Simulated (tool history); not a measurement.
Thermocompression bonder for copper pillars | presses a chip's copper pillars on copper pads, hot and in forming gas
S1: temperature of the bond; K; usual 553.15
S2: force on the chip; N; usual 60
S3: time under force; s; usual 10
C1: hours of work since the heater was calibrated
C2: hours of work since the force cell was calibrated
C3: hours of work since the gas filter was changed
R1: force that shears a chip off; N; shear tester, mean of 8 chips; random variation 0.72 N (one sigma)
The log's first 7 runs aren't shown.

run 8 hour=224.0 | S1=553.15 S2=60 S3=10 | C1=504 C2=195 C3=383 | R1=84.9
-- hour=227.7 forming gas filter changed
run 9 hour=253.3 | S1=553.15 S2=62 S3=10 | C1=526 C2=217 C3=20 | R1=90.7
run 10 hour=273.1 | S1=553.15 S2=62 S3=10 | C1=542 C2=233 C3=35 | R1=89.3
run 11 hour=298.1 | S1=553.15 S2=62 S3=10 | C1=561 C2=252 C3=54 | R1=89.6
run 12 hour=319.6 | S1=553.15 S2=62 S3=10 | C1=577 C2=268 C3=70 | R1=88.7
run 13 hour=348.7 | S1=579.15 S2=60 S3=10 | C1=599 C2=290 C3=93 | R1=99.6
run 14 hour=379.9 | S1=579.15 S2=60 S3=10 | C1=623 C2=314 C3=116 | R1=99.7
run 15 hour=399.9 | S1=579.15 S2=60 S3=10 | C1=639 C2=330 C3=132 | R1=100.5
run 16 hour=429.8 | S1=579.15 S2=60 S3=10 | C1=661 C2=352 C3=155 | R1=98.1
run 17 hour=458.6 | S1=579.15 S2=60 S3=10 | C1=683 C2=374 C3=177 | R1=100.5
run 18 hour=499.7 | S1=579.15 S2=60 S3=10 | C1=715 C2=406 C3=208 | R1=98.5
run 19 hour=528.2 | S1=553.15 S2=60 S3=10 | C1=737 C2=428 C3=230 | R1=84.7
run 20 hour=552.4 | S1=553.15 S2=60 S3=11 | C1=755 C2=446 C3=248 | R1=87.4
run 21 hour=591.7 | S1=559.15 S2=60 S3=10 | C1=785 C2=476 C3=278 | R1=87.0
run 22 hour=614.4 | S1=559.15 S2=60 S3=27 | C1=803 C2=494 C3=296 | R1=107.7
run 23 hour=636.2 | S1=548.15 S2=52 S3=28 | C1=819 C2=510 C3=312 | R1=96.0
run 24 hour=671.2 | S1=533.15 S2=59 S3=7 | C1=846 C2=537 C3=339 | R1=62.8
run 25 hour=704.5 | S1=527.15 S2=82 S3=7 | C1=872 C2=563 C3=365 | R1=75.7
-- hour=732.0 forming gas filter changed
run 26 hour=735.1 | S1=553.15 S2=41 S3=10 | C1=895 C2=586 C3=2 | R1=65.5

Run 27 comes next. What will it give?
run 27 hour=771.4 | S1=574.15 S2=41 S3=10 | C1=922 C2=613 C3=30 | R1=?

Run 27 gave R1 75.8 N.
Without the tool's hidden state the same run would have given R1 83.8 N.

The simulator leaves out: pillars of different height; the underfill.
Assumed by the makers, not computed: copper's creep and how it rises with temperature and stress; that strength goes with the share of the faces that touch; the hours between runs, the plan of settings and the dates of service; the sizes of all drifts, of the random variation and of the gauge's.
